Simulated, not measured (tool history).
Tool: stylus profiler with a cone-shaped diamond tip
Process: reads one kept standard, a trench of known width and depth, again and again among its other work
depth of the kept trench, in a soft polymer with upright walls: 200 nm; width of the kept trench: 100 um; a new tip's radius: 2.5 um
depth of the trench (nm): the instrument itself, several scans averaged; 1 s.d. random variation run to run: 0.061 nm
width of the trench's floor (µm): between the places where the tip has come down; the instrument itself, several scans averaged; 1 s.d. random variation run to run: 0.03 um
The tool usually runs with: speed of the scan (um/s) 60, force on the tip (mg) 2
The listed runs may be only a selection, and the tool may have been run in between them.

run    hour  speed of the scan (um/s)  force on the tip (mg)  depth of the trench (nm)  width of the trench's floor (µm)
  1       0                        60                      2                    202.07                             97.74
  2    59.9                        90                      2                    201.96                             97.66
  3   136.3                        90                      2                    202.12                             97.63
  4   208.3                        65                      2                    202.07                             97.66
  5   285.8                        65                      2                    202.07                             97.68
  6   336.9                        60                   4.68                    203.57                             97.78
  7   386.5                        60                   4.68                    203.66                             97.81
  8   474.8                       145                      2                    202.19                             97.44
  9   551.3                        60                   0.67                    201.21                              97.6
 10   610.2                        54                      2                    202.21                             97.67
 11   650.7                        54                      2                    202.27                             97.65
 12     690                        60                      2                    202.22                             97.62
 13   728.6                        60                      2                     202.3                             97.67
 14   799.1                        60                      2                     202.3                             97.67
 15   866.7                        60                      2                    202.31                             97.66
      871.9  -- height scale calibrated on a step standard
 16   927.1                        60                      2                    202.58                             97.67
 17   974.2                        60                      2                    202.63                             97.63
 18  1019.8                        60                      2                    202.65                             97.67
 19  1078.3                        25                   2.27                    202.88                             97.68
 20  1156.5                        25                   2.27                    202.86                             97.71
       1185  -- height scale calibrated on a step standard, once more
 21  1233.8                        25                   0.77                    200.98                             97.68
 22  1306.5                        93                   1.72                    201.66                              97.5
 23  1363.4                        27                   1.11                    201.33                             97.68
 24  1427.2                        53                   5.73                    203.67                             97.72
 25  1482.5                       103                   0.67                    201.02                             97.18
 26  1558.4                       103                   0.67                    200.98                             97.17
 27    1638                       103                   0.67                    201.07                             97.13
 28  1674.4                        26                   5.93                    203.99                             97.68
 29  1721.7                        26                   5.93                    203.91                              97.7
 30  1802.8                        88                   2.49                    202.39                             97.45
 31  1873.9                        76                   1.06                     201.5                              97.4
 32    1912                        62                   2.67                    202.48                             97.52
 33  1986.9                       240                   4.51                    203.43                             97.22
 34  2055.4                       119                      2                    202.13                             97.32
 35  2132.1                        29                   1.14                    201.53                             97.55
 36  2181.8                        87                   5.35                    203.89                             97.53

Selected run-to-run steps in depth of the trench (nm), each split into two signed amounts: the part the tool would show with no hidden state at all (from settings, incoming material and random variation), and the remainder, which goes to the hidden state together with any gauge scatter not common to the measured and the hidden-state-free results:
What the log doesn't record here: radius of the tip, um; height scale over the true one, %; drift of the gauge itself on depth_nm, %; drift of the gauge itself on floor_um, %.
Run 3 -> 4: speed of the scan (um/s) 90 -> 65. depth of the trench (nm) -0.05: hidden state +0.03, all else -0.08.
Run 15 -> 16: height scale calibrated on a step standard. depth of the trench (nm) +0.27: hidden state +0.3, all else -0.03.
Run 20 -> 21: force on the tip (mg) 2.27 -> 0.77, height scale calibrated on a step standard, once more. depth of the trench (nm) -1.88: hidden state -0.85, all else -1.03.
Run 24 -> 25: speed of the scan (um/s) 53 -> 103, force on the tip (mg) 5.73 -> 0.67. depth of the trench (nm) -2.65: hidden state +0.02, all else -2.67.
Run 27 -> 28: speed of the scan (um/s) 103 -> 26, force on the tip (mg) 0.67 -> 5.93. depth of the trench (nm) +2.92: hidden state +0.01, all else +2.91.
Run 35 -> 36: speed of the scan (um/s) 29 -> 87, force on the tip (mg) 1.14 -> 5.35. depth of the trench (nm) +2.36: hidden state +0.03, all else +2.33.
